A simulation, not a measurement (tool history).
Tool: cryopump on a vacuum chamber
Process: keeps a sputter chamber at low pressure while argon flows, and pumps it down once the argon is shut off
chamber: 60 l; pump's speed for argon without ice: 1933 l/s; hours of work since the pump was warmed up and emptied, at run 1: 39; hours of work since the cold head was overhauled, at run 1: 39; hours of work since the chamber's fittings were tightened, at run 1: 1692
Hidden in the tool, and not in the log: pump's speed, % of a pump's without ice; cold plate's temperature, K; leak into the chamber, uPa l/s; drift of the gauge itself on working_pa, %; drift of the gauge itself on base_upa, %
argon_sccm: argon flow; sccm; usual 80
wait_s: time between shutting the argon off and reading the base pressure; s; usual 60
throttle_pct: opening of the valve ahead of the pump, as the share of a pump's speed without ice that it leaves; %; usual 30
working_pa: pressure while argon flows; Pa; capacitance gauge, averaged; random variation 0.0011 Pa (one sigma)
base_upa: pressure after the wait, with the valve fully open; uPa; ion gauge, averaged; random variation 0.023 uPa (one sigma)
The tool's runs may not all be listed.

run	hour	argon_sccm	wait_s	throttle_pct	hours of work since the pump was warmed up and emptied	hours of work since the cold head was overhauled	hours of work since the chamber's fittings were tightened	working_pa	base_upa
1	0	80	60	30	39	39	1692	0.2336	1.52
2	13.1	80	60	24	44	44	1698	0.2922	1.57
3	25.2	80	60	24	49	49	1703	0.2947	1.54
4	36.4	80	49	24	54	54	1708	0.291	1.73
5	49.4	80	49	17	60	60	1713	0.4144	1.72
6	66.9	80	49	17	67	67	1721	0.4112	1.63
7	84.5	80	49	17	74	74	1728	0.4132	1.72
8	98.4	80	30	30	80	80	1734	0.2341	2.11
9	115.7	39	60	30	87	87	1741	0.1138	1.59
10	132.4	39	60	30	94	94	1748	0.115	1.59
11	145.7	39	60	30	100	100	1754	0.1154	1.6
12	154.9	80	34	30	104	104	1758	0.2351	2.09
13	171.8	80	34	30	111	111	1765	0.2343	2.03
14	185.5	80	34	30	117	117	1771	0.2349	2
15	195.9	80	60	46	121	121	1775	0.1539	1.62
16	205.7	80	60	46	125	125	1779	0.1533	1.59
17	219.2	80	60	46	131	131	1785	0.1547	1.59
18	230.4	80	60	40	136	136	1790	0.1779	1.62
19	242.9	80	60	40	141	141	1795	0.1772	1.56
20	261.1	80	60	40	149	149	1803	0.1779	1.62

The next listed run, before its measurement:
21	272.2	80	138	30	153	153	1807	?	?

working_pa: 0.2363 Pa
base_upa: 1.2 uPa
Without the tool's hidden state the same run would have given working_pa 0.2337 Pa, base_upa 0.38 uPa.
